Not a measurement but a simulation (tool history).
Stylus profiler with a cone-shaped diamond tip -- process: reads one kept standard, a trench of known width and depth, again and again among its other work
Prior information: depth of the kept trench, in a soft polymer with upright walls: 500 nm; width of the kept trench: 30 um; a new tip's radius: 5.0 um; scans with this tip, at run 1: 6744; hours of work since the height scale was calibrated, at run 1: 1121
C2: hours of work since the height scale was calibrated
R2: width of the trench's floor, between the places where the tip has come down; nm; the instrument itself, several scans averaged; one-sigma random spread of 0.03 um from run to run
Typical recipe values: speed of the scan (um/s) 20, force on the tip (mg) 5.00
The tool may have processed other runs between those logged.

run 1 hour=0.0 | speed_of_the_scan_(um/s)=20 force_on_the_tip_(mg)=5.00 | scans_with_this_tip=6744 C2=1121 | depth_of_the_trench_(Å)=5126.7 R2=25580
run 2 hour=69.1 | speed_of_the_scan_(um/s)=20 force_on_the_tip_(mg)=5.00 | scans_with_this_tip=6941 C2=1153 | depth_of_the_trench_(Å)=5125.5 R2=25540
run 3 hour=111.1 | speed_of_the_scan_(um/s)=20 force_on_the_tip_(mg)=5.00 | scans_with_this_tip=7060 C2=1173 | depth_of_the_trench_(Å)=5129.4 R2=25570
run 4 hour=161.5 | speed_of_the_scan_(um/s)=25 force_on_the_tip_(mg)=5.00 | scans_with_this_tip=7203 C2=1197 | depth_of_the_trench_(Å)=5130.2 R2=25570
run 5 hour=200.8 | speed_of_the_scan_(um/s)=25 force_on_the_tip_(mg)=5.00 | scans_with_this_tip=7315 C2=1216 | depth_of_the_trench_(Å)=5126.1 R2=25530
run 6 hour=257.2 | speed_of_the_scan_(um/s)=25 force_on_the_tip_(mg)=5.00 | scans_with_this_tip=7475 C2=1242 | depth_of_the_trench_(Å)=5127.7 R2=25600
-- hour=303.6 height scale calibrated on a step standard
run 7 hour=303.6 | speed_of_the_scan_(um/s)=25 force_on_the_tip_(mg)=4.74 | scans_with_this_tip=7605 C2=0 | depth_of_the_trench_(Å)=5122.1 R2=25500
run 8 hour=364.4 | speed_of_the_scan_(um/s)=6 force_on_the_tip_(mg)=5.00 | scans_with_this_tip=7778 C2=29 | depth_of_the_trench_(Å)=5128.0 R2=25600
run 9 hour=425.2 | speed_of_the_scan_(um/s)=6 force_on_the_tip_(mg)=5.00 | scans_with_this_tip=7951 C2=57 | depth_of_the_trench_(Å)=5127.7 R2=25640
run 10 hour=501.7 | speed_of_the_scan_(um/s)=6 force_on_the_tip_(mg)=5.00 | scans_with_this_tip=8168 C2=94 | depth_of_the_trench_(Å)=5129.8 R2=25620
run 11 hour=554.1 | speed_of_the_scan_(um/s)=19 force_on_the_tip_(mg)=5.00 | scans_with_this_tip=8317 C2=118 | depth_of_the_trench_(Å)=5128.0 R2=25540
run 12 hour=603.7 | speed_of_the_scan_(um/s)=19 force_on_the_tip_(mg)=5.00 | scans_with_this_tip=8458 C2=142 | depth_of_the_trench_(Å)=5127.9 R2=25530
run 13 hour=674.2 | speed_of_the_scan_(um/s)=29 force_on_the_tip_(mg)=5.00 | scans_with_this_tip=8658 C2=175 | depth_of_the_trench_(Å)=5129.9 R2=25580
run 14 hour=717.5 | speed_of_the_scan_(um/s)=29 force_on_the_tip_(mg)=5.00 | scans_with_this_tip=8781 C2=195 | depth_of_the_trench_(Å)=5128.7 R2=25470
run 15 hour=749.6 | speed_of_the_scan_(um/s)=29 force_on_the_tip_(mg)=5.00 | scans_with_this_tip=8872 C2=211 | depth_of_the_trench_(Å)=5125.0 R2=25510
run 16 hour=792.1 | speed_of_the_scan_(um/s)=29 force_on_the_tip_(mg)=5.00 | scans_with_this_tip=8993 C2=231 | depth_of_the_trench_(Å)=5128.5 R2=25540
run 17 hour=867.1 | speed_of_the_scan_(um/s)=29 force_on_the_tip_(mg)=5.00 | scans_with_this_tip=9206 C2=266 | depth_of_the_trench_(Å)=5126.1 R2=25480
run 18 hour=923.3 | speed_of_the_scan_(um/s)=29 force_on_the_tip_(mg)=5.00 | scans_with_this_tip=9365 C2=293 | depth_of_the_trench_(Å)=5127.8 R2=25540
run 19 hour=955.8 | speed_of_the_scan_(um/s)=64 force_on_the_tip_(mg)=5.00 | scans_with_this_tip=9458 C2=308 | depth_of_the_trench_(Å)=5127.4 R2=25370
run 20 hour=1032.4 | speed_of_the_scan_(um/s)=64 force_on_the_tip_(mg)=5.00 | scans_with_this_tip=9675 C2=344 | depth_of_the_trench_(Å)=5126.9 R2=25430
run 21 hour=1076.9 | speed_of_the_scan_(um/s)=20 force_on_the_tip_(mg)=5.00 | scans_with_this_tip=9802 C2=365 | depth_of_the_trench_(Å)=5129.0 R2=25520
run 22 hour=1152.6 | speed_of_the_scan_(um/s)=20 force_on_the_tip_(mg)=5.61 | scans_with_this_tip=10017 C2=401 | depth_of_the_trench_(Å)=5136.4 R2=25540
run 23 hour=1213.2 | speed_of_the_scan_(um/s)=6 force_on_the_tip_(mg)=5.00 | scans_with_this_tip=10189 C2=429 | depth_of_the_trench_(Å)=5127.6 R2=25610
run 24 hour=1290.2 | speed_of_the_scan_(um/s)=44 force_on_the_tip_(mg)=1.72 | scans_with_this_tip=10407 C2=466 | depth_of_the_trench_(Å)=5062.3 R2=25320
run 25 hour=1351.8 | speed_of_the_scan_(um/s)=30 force_on_the_tip_(mg)=3.00 | scans_with_this_tip=10582 C2=495 | depth_of_the_trench_(Å)=5091.1 R2=25490
run 26 hour=1422.2 | speed_of_the_scan_(um/s)=14 force_on_the_tip_(mg)=6.20 | scans_with_this_tip=10782 C2=528 | depth_of_the_trench_(Å)=5147.7 R2=25600
run 27 hour=1489.4 | speed_of_the_scan_(um/s)=32 force_on_the_tip_(mg)=3.49 | scans_with_this_tip=10973 C2=560 | depth_of_the_trench_(Å)=5098.7 R2=25510
run 28 hour=1545.2 | speed_of_the_scan_(um/s)=32 force_on_the_tip_(mg)=3.49 | scans_with_this_tip=11132 C2=586 | depth_of_the_trench_(Å)=5098.3 R2=25490
run 29 hour=1583.1 | speed_of_the_scan_(um/s)=8 force_on_the_tip_(mg)=5.00 | scans_with_this_tip=11239 C2=604 | depth_of_the_trench_(Å)=5128.5 R2=25590
run 30 hour=1647.9 | speed_of_the_scan_(um/s)=8 force_on_the_tip_(mg)=5.00 | scans_with_this_tip=11423 C2=635 | depth_of_the_trench_(Å)=5128.0 R2=25630
run 31 hour=1708.7 | speed_of_the_scan_(um/s)=27 force_on_the_tip_(mg)=1.92 | scans_with_this_tip=11596 C2=663 | depth_of_the_trench_(Å)=5071.0 R2=25460
run 32 hour=1754.0 | speed_of_the_scan_(um/s)=52 force_on_the_tip_(mg)=5.00 | scans_with_this_tip=11725 C2=685 | depth_of_the_trench_(Å)=5128.6 R2=25440
run 33 hour=1792.8 | speed_of_the_scan_(um/s)=52 force_on_the_tip_(mg)=5.00 | scans_with_this_tip=11835 C2=703 | depth_of_the_trench_(Å)=5127.7 R2=25440
run 34 hour=1840.1 | speed_of_the_scan_(um/s)=52 force_on_the_tip_(mg)=5.00 | scans_with_this_tip=11969 C2=725 | depth_of_the_trench_(Å)=5126.6 R2=25490
run 35 hour=1907.8 | speed_of_the_scan_(um/s)=52 force_on_the_tip_(mg)=5.00 | scans_with_this_tip=12162 C2=757 | depth_of_the_trench_(Å)=5127.3 R2=25460
run 36 hour=1982.9 | speed_of_the_scan_(um/s)=52 force_on_the_tip_(mg)=5.00 | scans_with_this_tip=12375 C2=793 | depth_of_the_trench_(Å)=5126.8 R2=25430
run 37 hour=2018.6 | speed_of_the_scan_(um/s)=52 force_on_the_tip_(mg)=5.00 | scans_with_this_tip=12476 C2=810 | depth_of_the_trench_(Å)=5128.3 R2=25440
run 38 hour=2087.5 | speed_of_the_scan_(um/s)=52 force_on_the_tip_(mg)=5.00 | scans_with_this_tip=12672 C2=842 | depth_of_the_trench_(Å)=5130.2 R2=25430
run 39 hour=2164.7 | speed_of_the_scan_(um/s)=52 force_on_the_tip_(mg)=5.00 | scans_with_this_tip=12891 C2=878 | depth_of_the_trench_(Å)=5127.2 R2=25420
run 40 hour=2197.3 | speed_of_the_scan_(um/s)=15 force_on_the_tip_(mg)=3.68 | scans_with_this_tip=12984 C2=894 | depth_of_the_trench_(Å)=5102.2 R2=25580
run 41 hour=2233.9 | speed_of_the_scan_(um/s)=31 force_on_the_tip_(mg)=3.68 | scans_with_this_tip=13088 C2=911 | depth_of_the_trench_(Å)=5103.0 R2=25470
run 42 hour=2271.5 | speed_of_the_scan_(um/s)=31 force_on_the_tip_(mg)=13.13 | scans_with_this_tip=13195 C2=929 | depth_of_the_trench_(Å)=5245.4 R2=25570
run 43 hour=2303.3 | speed_of_the_scan_(um/s)=21 force_on_the_tip_(mg)=9.33 | scans_with_this_tip=13285 C2=944 | depth_of_the_trench_(Å)=5192.1 R2=25600
run 44 hour=2375.6 | speed_of_the_scan_(um/s)=27 force_on_the_tip_(mg)=5.00 | scans_with_this_tip=13490 C2=978 | depth_of_the_trench_(Å)=5126.2 R2=25500
run 45 hour=2417.0 | speed_of_the_scan_(um/s)=10 force_on_the_tip_(mg)=14.55 | scans_with_this_tip=13608 C2=998 | depth_of_the_trench_(Å)=5262.1 R2=25610
run 46 hour=2447.9 | speed_of_the_scan_(um/s)=50 force_on_the_tip_(mg)=8.90 | scans_with_this_tip=13696 C2=1012 | depth_of_the_trench_(Å)=5187.9 R2=25560

Consider 4 possible next runs. They are alternatives, not a sequence: every one starts from the tool as it was left by run 46. What does each give?
run A hour=2488.3 | speed_of_the_scan_(um/s)=20 force_on_the_tip_(mg)=11.49 | scans_with_this_tip=13811 C2=1031 | depth_of_the_trench_(Å)=? R2=?
run B hour=2488.3 | speed_of_the_scan_(um/s)=58 force_on_the_tip_(mg)=6.48 | scans_with_this_tip=13811 C2=1031 | depth_of_the_trench_(Å)=? R2=?
run C hour=2488.3 | speed_of_the_scan_(um/s)=72 force_on_the_tip_(mg)=2.67 | scans_with_this_tip=13811 C2=1031 | depth_of_the_trench_(Å)=? R2=?
run D hour=2488.3 | speed_of_the_scan_(um/s)=8 force_on_the_tip_(mg)=7.41 | scans_with_this_tip=13811 C2=1031 | depth_of_the_trench_(Å)=? R2=?

run=A depth_of_the_trench_(Å)=5221.9 R2=25600
run=B depth_of_the_trench_(Å)=5153.0 R2=25400
run=C depth_of_the_trench_(Å)=5085.7 R2=25250
run=D depth_of_the_trench_(Å)=5165.2 R2=25580
The same runs, with their run-to-run variation unchanged, on a tool lacking any hidden condition would have given:
run=A depth_of_the_trench_(Å)=5222.0 R2=25610
run=B depth_of_the_trench_(Å)=5153.2 R2=25420
run=C depth_of_the_trench_(Å)=5085.9 R2=25270
run=D depth_of_the_trench_(Å)=5165.4 R2=25590
